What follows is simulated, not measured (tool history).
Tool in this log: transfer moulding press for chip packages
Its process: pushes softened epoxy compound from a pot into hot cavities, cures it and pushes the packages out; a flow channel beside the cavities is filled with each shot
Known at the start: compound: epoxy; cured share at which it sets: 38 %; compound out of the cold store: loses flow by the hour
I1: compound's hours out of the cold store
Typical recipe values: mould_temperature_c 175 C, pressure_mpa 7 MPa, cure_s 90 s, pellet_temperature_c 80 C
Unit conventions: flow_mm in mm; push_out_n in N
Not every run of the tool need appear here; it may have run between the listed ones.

Run 1, day 0: usual settings; I1 44.6. Result: flow_mm 889 mm, push_out_n 316 N.
Run 2, day 0.742: usual settings; I1 43.3. Result: flow_mm 882 mm, push_out_n 371 N.
At day 2.012: plunger's sealing rings changed.
Run 3, day 2.012: usual settings; I1 25.9. Result: flow_mm 987 mm, push_out_n 397 N.
At day 3.183: cavities cleaned with cleaning compound and waxed.
Run 4, day 3.192: usual settings; I1 43.2. Result: flow_mm 928 mm, push_out_n 236 N.
Run 5, day 4.633: usual settings but pellet_temperature_c 73 C; I1 47. Result: flow_mm 925 mm, push_out_n 310 N.
Run 6, day 5.504: usual settings but pellet_temperature_c 73 C; I1 45.1. Result: flow_mm 918 mm, push_out_n 364 N.
Run 7, day 6.508: usual settings but pellet_temperature_c 72 C; I1 32.3. Result: flow_mm 949 mm, push_out_n 402 N.
Run 8, day 7.242: usual settings but pellet_temperature_c 72 C; I1 8. Result: flow_mm 1029 mm, push_out_n 408 N.
At day 7.825: cavities cleaned with cleaning compound and waxed.
Run 9, day 8.354: usual settings; I1 19.1. Result: flow_mm 986 mm, push_out_n 270 N.
Run 10, day 9.254: usual settings but mould_temperature_c 174 C; I1 29.8. Result: flow_mm 947 mm, push_out_n 331 N.
Run 11, day 10.238: usual settings but mould_temperature_c 174 C; I1 21.7. Result: flow_mm 980 mm, push_out_n 382 N.
Run 12, day 11.188: usual settings; I1 13.5. Result: flow_mm 1007 mm, push_out_n 399 N.
At day 12.417: cavities cleaned with cleaning compound and waxed.
Run 13, day 12.417: usual settings but cure_s 80 s; I1 10.8. Result: flow_mm 1014 mm, push_out_n 259 N.
Run 14, day 13.204: usual settings; I1 38.9. Result: flow_mm 930 mm, push_out_n 289 N.
Run 15, day 13.904: usual settings; I1 46. Result: flow_mm 890 mm, push_out_n 317 N.
At day 14.096: mould's thermocouples calibrated.
Run 16, day 14.829: usual settings but cure_s 99 s, pellet_temperature_c 89 C; I1 12.7. Result: flow_mm 1001 mm, push_out_n 348 N.
Run 17, day 15.842: usual settings but cure_s 99 s, pellet_temperature_c 89 C; I1 19.3. Result: flow_mm 977 mm, push_out_n 379 N.
Run 18, day 16.854: usual settings but mould_temperature_c 183 C; I1 31.3. Result: flow_mm 913 mm, push_out_n 395 N.
At day 17.138: cavities cleaned with cleaning compound and waxed.
Run 19, day 17.962: usual settings but mould_temperature_c 169 C, pressure_mpa 6.2 MPa, cure_s 117 s, pellet_temperature_c 85 C; I1 44. Result: flow_mm 866 mm, push_out_n 284 N.
Run 20, day 18.579: usual settings but mould_temperature_c 173 C, pressure_mpa 5.21 MPa, cure_s 122 s; I1 46.9. Result: flow_mm 762 mm, push_out_n 287 N.
Run 21, day 19.567: usual settings but pellet_temperature_c 87 C; I1 29.5. Result: flow_mm 941 mm, push_out_n 375 N.
Run 22, day 20.296: usual settings but pressure_mpa 7.36 MPa, cure_s 129 s; I1 15.9. Result: flow_mm 1011 mm, push_out_n 357 N.
At day 21.696: mould's thermocouples calibrated, once more.
At day 21.875: cavities cleaned with cleaning compound and waxed.
Run 23, day 21.938: usual settings but mould_temperature_c 172 C, pressure_mpa 5.32 MPa, cure_s 83 s, pellet_temperature_c 75 C; I1 41.8. Result: flow_mm 784 mm, push_out_n 272 N.
Run 24, day 22.821: usual settings but mould_temperature_c 172 C, pressure_mpa 5.32 MPa, cure_s 83 s, pellet_temperature_c 75 C; I1 26.4. Result: flow_mm 810 mm, push_out_n 346 N.
Run 25, day 23.433: usual settings but pressure_mpa 8.22 MPa, cure_s 88 s, pellet_temperature_c 73 C; I1 17.2. Result: flow_mm 1040 mm, push_out_n 324 N.
Run 26, day 24.35: usual settings but pressure_mpa 8.22 MPa, cure_s 88 s, pellet_temperature_c 73 C; I1 36. Result: flow_mm 987 mm, push_out_n 375 N.
Run 27, day 25.267: usual settings but pressure_mpa 8.22 MPa, cure_s 88 s, pellet_temperature_c 73 C; I1 10.3. Result: flow_mm 1056 mm, push_out_n 409 N.
Run 28, day 26.317: usual settings but pressure_mpa 5.83 MPa, cure_s 124 s, pellet_temperature_c 72 C; I1 36.1. Result: flow_mm 823 mm, push_out_n 391 N.
At day 26.508: cavities cleaned with cleaning compound and waxed.
At day 26.858: plunger's sealing rings changed.
Run 29, day 27.875: usual settings but mould_temperature_c 174 C, pressure_mpa 7.72 MPa, cure_s 111 s, pellet_temperature_c 72 C; I1 40.3. Result: flow_mm 983 mm, push_out_n 289 N.

Predict each of these 3 candidate next runs independently; none follows another, all start after run 29:
Run A, day 28.675: usual settings but mould_temperature_c 167 C, pressure_mpa 6.8 MPa, pellet_temperature_c 72 C; I1 12.4. Result: flow_mm ?, push_out_n ?.
Run B, day 28.675: usual settings but mould_temperature_c 172 C, pressure_mpa 7.72 MPa, cure_s 111 s, pellet_temperature_c 72 C; I1 31.7. Result: flow_mm ?, push_out_n ?.
Run C, day 28.675: usual settings but pressure_mpa 7.48 MPa, pellet_temperature_c 72 C; I1 39.9. Result: flow_mm ?, push_out_n ?.

run  flow_mm  push_out_n
  A     1036         506
  B     1022         326
  C      985         338
What these runs would have given with no unlogged condition in the tool:
run  flow_mm  push_out_n
  A     1040         317
  B     1026         205
  C      989         209
